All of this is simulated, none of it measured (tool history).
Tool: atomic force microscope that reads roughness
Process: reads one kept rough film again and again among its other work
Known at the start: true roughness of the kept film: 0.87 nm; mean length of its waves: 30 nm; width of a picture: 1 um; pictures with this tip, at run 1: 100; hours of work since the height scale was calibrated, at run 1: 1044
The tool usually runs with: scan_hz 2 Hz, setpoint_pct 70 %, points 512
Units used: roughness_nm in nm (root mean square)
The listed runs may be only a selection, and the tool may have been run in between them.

run,hour,scan_hz,setpoint_pct,points,pictures with this tip,hours of work since the height scale was calibrated,roughness_nm
1,0,2,70,512,100,1044,0.794
# hour 22.1: new tip fitted
2,34.1,2,70,512,29,1070,0.805
# hour 86.4: new tip fitted
3,86.4,2,70,512,0,1110,0.813
# hour 150.8: new tip fitted
4,151,0.64,70,512,0,1159,0.839
5,193.7,2,74,512,105,1192,0.777
# hour 213: new tip fitted
# hour 227.9: height scale calibrated on a step standard
6,229,2,74,512,37,1,0.772
# hour 276.2: new tip fitted
7,295.7,2,74,512,48,52,0.777
# hour 337.3: new tip fitted
8,358.3,2,88,512,52,100,0.727
9,396.1,2,70,512,144,129,0.777
# hour 400.1: new tip fitted
# hour 467: new tip fitted
10,477.2,2,70,512,25,191,0.791
11,524.7,2,83,782,142,227,0.733
# hour 531.6: new tip fitted
12,575.8,2,83,782,108,266,0.75
# hour 592.9: new tip fitted
# hour 655.7: new tip fitted
13,658,2,83,265,6,329,0.748
14,698.7,2,83,265,106,360,0.725
# hour 720: new tip fitted
15,775.7,2,62,265,137,419,0.782
# hour 783.9: new tip fitted
16,811.3,2,79,267,67,446,0.758
# hour 851.2: new tip fitted
17,874.4,0.63,65,267,57,495,0.812
# hour 913.1: new tip fitted
18,930.7,1.56,59,441,43,538,0.83

For each run, the measured value with the value that run would have given without the tool's hidden condition subtracted. The run-to-run variation is shared by both, the gauge scatter possibly not:
The tool's hidden condition here consists of: radius of the tip, nm; height scale over the true one, %; drift of the gauge itself on roughness_nm, %.
run,roughness_nm
1,-0.008
2,+0.011
3,+0.018
4,+0.021
5,-0.004
6,-0.01
7,-0.008
8,-0.009
9,-0.032
10,-0.001
11,-0.031
12,-0.021
13,+0.005
14,-0.019
15,-0.025
16,-0.008
17,-0.007
18,-0.001

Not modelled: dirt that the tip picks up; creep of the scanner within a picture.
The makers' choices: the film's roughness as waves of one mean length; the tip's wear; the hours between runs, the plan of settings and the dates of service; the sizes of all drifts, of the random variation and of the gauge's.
